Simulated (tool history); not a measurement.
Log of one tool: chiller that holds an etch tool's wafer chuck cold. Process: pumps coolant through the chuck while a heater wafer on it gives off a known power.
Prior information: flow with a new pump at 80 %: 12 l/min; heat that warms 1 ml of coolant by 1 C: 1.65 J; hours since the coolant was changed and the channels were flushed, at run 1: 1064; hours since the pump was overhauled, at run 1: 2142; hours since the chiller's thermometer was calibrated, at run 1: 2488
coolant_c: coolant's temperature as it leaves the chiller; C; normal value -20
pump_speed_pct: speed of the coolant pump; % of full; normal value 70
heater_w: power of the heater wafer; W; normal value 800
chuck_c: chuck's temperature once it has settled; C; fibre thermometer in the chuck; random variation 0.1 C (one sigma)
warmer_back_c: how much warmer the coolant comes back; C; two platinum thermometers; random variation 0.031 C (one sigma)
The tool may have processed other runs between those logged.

run	hour	coolant_c	pump_speed_pct	heater_w	hours since the coolant was changed and the channels were flushed	hours since the pump was overhauled	hours since the chiller's thermometer was calibrated	chuck_c	warmer_back_c
1	0.0	-20	70	800	1064	2142	2488	-12.5	3.13
2	34.5	-20	78	800	1099	2177	2523	-13.2	2.72
3	107.2	-20	78	800	1172	2250	2595	-12.8	2.79
4	155.2	-20	78	800	1220	2298	2643	-13.1	2.81
5	218.9	-20	70	800	1283	2361	2707	-12.4	3.15
6	253.0	-20	70	800	1317	2395	2741	-12.5	3.21
7	297.5	-20	66	800	1362	2440	2786	-12.1	3.44
8	352.7	-20	66	800	1417	2495	2841	-12.0	3.45
9	414.3	-20	66	800	1479	2557	2902	-11.9	3.35
10	482.8	-20	66	800	1547	2625	2971	-11.9	3.43
11	519.3	-20	66	800	1584	2662	3007	-11.9	3.43
12	583.3	-20	66	800	1648	2726	3071	-11.7	3.42
13	658.7	-20	66	800	1723	2801	3147	-11.6	3.47
14	730.5	-20	70	800	1795	2873	3219	-12.2	3.23
15	767.2	-20	70	800	1832	2910	3255	-11.9	3.28
16	821.2	-20	70	486	1886	2964	3309	-15.5	1.91
17	858.4	-20	70	486	1923	3001	3347	-15.4	1.98
18	917.6	-20	70	486	1982	3060	3406	-15.2	1.95
19	987.0	-12	91	640	2051	3129	3475	-7.0	1.96
20	1049.1	-12	91	640	2114	3191	3537	-7.0	2.02
21	1081.2	-27	93	640	2146	3224	3569	-22.0	1.96
22	1136.3	-12	75	780	2201	3279	3624	-4.6	2.98

What does the tool deliver on the next run?
23	1210.5	-25	87	474	2275	3353	3699	?	?

chuck_c: -21.1 C
warmer_back_c: 1.55 C
Were there no unlogged condition in the tool, this run, its random variation unchanged, would have produced chuck_c -21.3 C, warmer_back_c 1.32 C.

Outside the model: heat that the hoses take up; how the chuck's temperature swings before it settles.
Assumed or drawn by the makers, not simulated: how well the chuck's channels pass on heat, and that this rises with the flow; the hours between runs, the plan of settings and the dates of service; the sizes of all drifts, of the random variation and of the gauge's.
